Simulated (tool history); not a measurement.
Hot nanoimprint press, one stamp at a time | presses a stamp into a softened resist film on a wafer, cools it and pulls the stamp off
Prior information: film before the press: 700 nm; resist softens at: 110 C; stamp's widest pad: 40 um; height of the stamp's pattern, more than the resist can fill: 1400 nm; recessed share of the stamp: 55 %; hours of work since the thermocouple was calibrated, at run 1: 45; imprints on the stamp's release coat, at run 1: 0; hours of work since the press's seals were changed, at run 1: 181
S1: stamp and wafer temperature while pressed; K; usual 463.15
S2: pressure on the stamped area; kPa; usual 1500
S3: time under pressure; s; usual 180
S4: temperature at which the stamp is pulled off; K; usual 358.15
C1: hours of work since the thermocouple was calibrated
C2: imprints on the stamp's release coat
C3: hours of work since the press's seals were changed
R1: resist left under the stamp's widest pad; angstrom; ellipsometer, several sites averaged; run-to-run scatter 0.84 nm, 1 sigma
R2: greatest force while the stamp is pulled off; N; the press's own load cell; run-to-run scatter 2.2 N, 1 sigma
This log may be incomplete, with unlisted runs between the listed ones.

run 1 hour=0.0 | S1=463.15 S2=1500 S3=180 S4=358.15 | C1=45 C2=0 C3=181 | R1=3062 R2=97
run 2 hour=8.5 | S1=463.15 S2=1500 S3=179 S4=358.15 | C1=51 C2=26 C3=187 | R1=3056 R2=101
run 3 hour=20.7 | S1=463.15 S2=1500 S3=179 S4=358.15 | C1=59 C2=63 C3=196 | R1=3061 R2=97
run 4 hour=28.4 | S1=463.15 S2=1500 S3=142 S4=358.15 | C1=65 C2=86 C3=201 | R1=3311 R2=109
run 5 hour=41.3 | S1=463.15 S2=1300 S3=142 S4=358.15 | C1=74 C2=125 C3=210 | R1=3541 R2=107
run 6 hour=53.5 | S1=463.15 S2=1500 S3=180 S4=358.15 | C1=82 C2=162 C3=218 | R1=3033 R2=104
run 7 hour=59.2 | S1=463.15 S2=1980 S3=180 S4=358.15 | C1=86 C2=179 C3=222 | R1=2622 R2=107
run 8 hour=67.0 | S1=463.15 S2=2250 S3=180 S4=358.15 | C1=91 C2=203 C3=228 | R1=2449 R2=110
run 9 hour=76.7 | S1=463.15 S2=1850 S3=180 S4=358.15 | C1=98 C2=232 C3=235 | R1=2721 R2=107
run 10 hour=83.6 | S1=463.15 S2=1390 S3=265 S4=358.15 | C1=103 C2=253 C3=239 | R1=2751 R2=109
run 11 hour=95.6 | S1=463.15 S2=1980 S3=211 S4=345.15 | C1=111 C2=290 C3=248 | R1=2465 R2=147
run 12 hour=106.9 | S1=463.15 S2=1980 S3=211 S4=345.15 | C1=119 C2=324 C3=256 | R1=2469 R2=159
run 13 hour=113.8 | S1=457.15 S2=1790 S3=152 S4=344.15 | C1=124 C2=344 C3=260 | R1=3536 R2=164
run 14 hour=119.1 | S1=463.15 S2=1580 S3=312 S4=358.15 | C1=128 C2=361 C3=264 | R1=2417 R2=113
run 15 hour=127.3 | S1=468.15 S2=1500 S3=193 S4=358.15 | C1=133 C2=385 C3=270 | R1=2540 R2=117
run 16 hour=135.8 | S1=463.15 S2=1500 S3=94 S4=358.15 | C1=139 C2=411 C3=276 | R1=3786 R2=115

Here are 5 independent what-if runs from the current tool condition. What would each one return?
run A hour=145.1 | S1=470.15 S2=1500 S3=180 S4=358.15 | C1=146 C2=439 C3=282 | R1=? R2=?
run B hour=145.1 | S1=475.15 S2=1500 S3=334 S4=358.15 | C1=146 C2=439 C3=282 | R1=? R2=?
run C hour=145.1 | S1=466.15 S2=1240 S3=236 S4=358.15 | C1=146 C2=439 C3=282 | R1=? R2=?
run D hour=145.1 | S1=456.15 S2=1500 S3=112 S4=344.15 | C1=146 C2=439 C3=282 | R1=? R2=?
run E hour=145.1 | S1=472.15 S2=1500 S3=94 S4=358.15 | C1=146 C2=439 C3=282 | R1=? R2=?

run=A R1=2475 R2=115
run=B R1=1693 R2=114
run=C R1=2799 R2=120
run=D R1=4346 R2=166
run=E R1=2966 R2=118
With the hidden condition removed and each run's random variation left untouched, the same runs would have given:
run=A R1=2466 R2=96
run=B R1=1685 R2=95
run=C R1=2796 R2=101
run=D R1=4340 R2=138
run=E R1=2955 R2=99
